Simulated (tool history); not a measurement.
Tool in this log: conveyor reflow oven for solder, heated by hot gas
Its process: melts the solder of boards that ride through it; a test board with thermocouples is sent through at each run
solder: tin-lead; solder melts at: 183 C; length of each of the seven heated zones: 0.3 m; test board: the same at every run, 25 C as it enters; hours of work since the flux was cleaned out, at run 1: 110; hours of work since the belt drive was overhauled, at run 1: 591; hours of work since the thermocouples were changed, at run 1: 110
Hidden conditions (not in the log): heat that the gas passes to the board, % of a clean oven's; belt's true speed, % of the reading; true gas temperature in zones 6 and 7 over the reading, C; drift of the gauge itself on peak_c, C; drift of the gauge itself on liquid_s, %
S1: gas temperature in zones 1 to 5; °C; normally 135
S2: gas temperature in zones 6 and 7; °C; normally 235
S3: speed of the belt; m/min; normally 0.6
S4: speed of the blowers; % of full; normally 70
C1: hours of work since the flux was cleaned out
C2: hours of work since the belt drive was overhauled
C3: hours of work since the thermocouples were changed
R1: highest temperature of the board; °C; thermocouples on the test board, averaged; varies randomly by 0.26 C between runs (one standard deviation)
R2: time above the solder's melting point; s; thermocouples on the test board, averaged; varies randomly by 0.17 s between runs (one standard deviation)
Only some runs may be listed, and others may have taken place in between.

run,hour,S1,S2,S3,S4,C1,C2,C3,R1,R2
1,0,135,235,0.6,70,110,591,110,215,42.7
2,30.7,135,235,0.6,82,129,610,129,218.1,45.4
3,57.7,135,235,0.6,82,146,627,146,218,45.3
4,95.2,135,235,0.6,70,170,650,170,214.7,42.4
5,111.9,135,235,0.6,70,180,661,180,214.3,42.4
6,143.6,148,235,0.6,70,200,681,200,216.7,47.9
# hour 151: belt drive overhauled, speed set with a stopwatch
# hour 159.2: flux residue cleaned out of gas plates and filters
7,173,148,235,0.6,70,9,11,213,217.8,48.8
8,202.8,148,235,0.6,70,27,29,231,217.8,48.7
9,235,148,235,0.6,70,47,49,251,218,48.8
# hour 251.3: belt drive overhauled, speed set with a stopwatch, once more
10,276.1,135,243,0.6,70,71,16,275,220.9,46.1
11,296,135,243,0.6,70,83,28,287,220.9,46
12,327.1,127,235,0.6,70,103,47,307,212.2,38.1
13,349.1,135,235,0.533,66,116,61,320,217.2,49.1
14,366.6,135,235,0.533,66,127,72,331,216.3,49.2
15,382.6,126,232,0.527,70,137,82,341,214,45.8

Estimate the outcome of run 16 from the log above:
16,414.3,126,236,0.713,56,157,102,361,?,?

R1: 199.1 °C
R2: 19.8 s
On a tool with no hidden condition, and with the same random variation, this run would have come out at R1 201 °C, R2 21.7 s.
